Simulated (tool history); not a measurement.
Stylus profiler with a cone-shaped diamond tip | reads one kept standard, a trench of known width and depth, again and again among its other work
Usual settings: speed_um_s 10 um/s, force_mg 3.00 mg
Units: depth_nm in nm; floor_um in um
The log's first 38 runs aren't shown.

| run | hour | speed_um_s | force_mg | depth_nm | floor_um |
|---|---|---|---|---|---|
| 39 | 726.6 | 2 | 1.58 | 201.49 | 18.16 |
| 40 | 744.8 | 6 | 2.28 | 202.06 | 18.18 |
| 41 | 770.3 | 6 | 2.28 | 202.15 | 18.14 |
| 42 | 786.6 | 6 | 2.28 | 201.99 | 18.12 |
| 43 | 798.8 | 13 | 1.27 | 201.22 | 18.07 |
| 44 | 812.6 | 13 | 1.27 | 201.16 | 18.11 |
| 45 | 835.5 | 3 | 4.61 | 203.10 | 18.14 |
| 46 | 854.9 | 3 | 4.61 | 203.38 | 18.13 |

4 ways to go on from here, each from the tool as it stands after run 46. What would each give?
| A | 871.1 | 2 | 3.34 | ? | ? |
| B | 871.1 | 10 | 3.06 | ? | ? |
| C | 871.1 | 28 | 7.65 | ? | ? |
| D | 871.1 | 3 | 7.33 | ? | ? |

| run | depth_nm | floor_um |
|---|---|---|
| A | 202.61 | 18.19 |
| B | 202.44 | 18.13 |
| C | 204.71 | 18.08 |
| D | 204.46 | 18.15 |
Without the tool's hidden state the same runs would have given:
| run | depth_nm | floor_um |
|---|---|---|
| A | 202.82 | 18.28 |
| B | 202.65 | 18.23 |
| C | 204.91 | 18.17 |
| D | 204.66 | 18.25 |
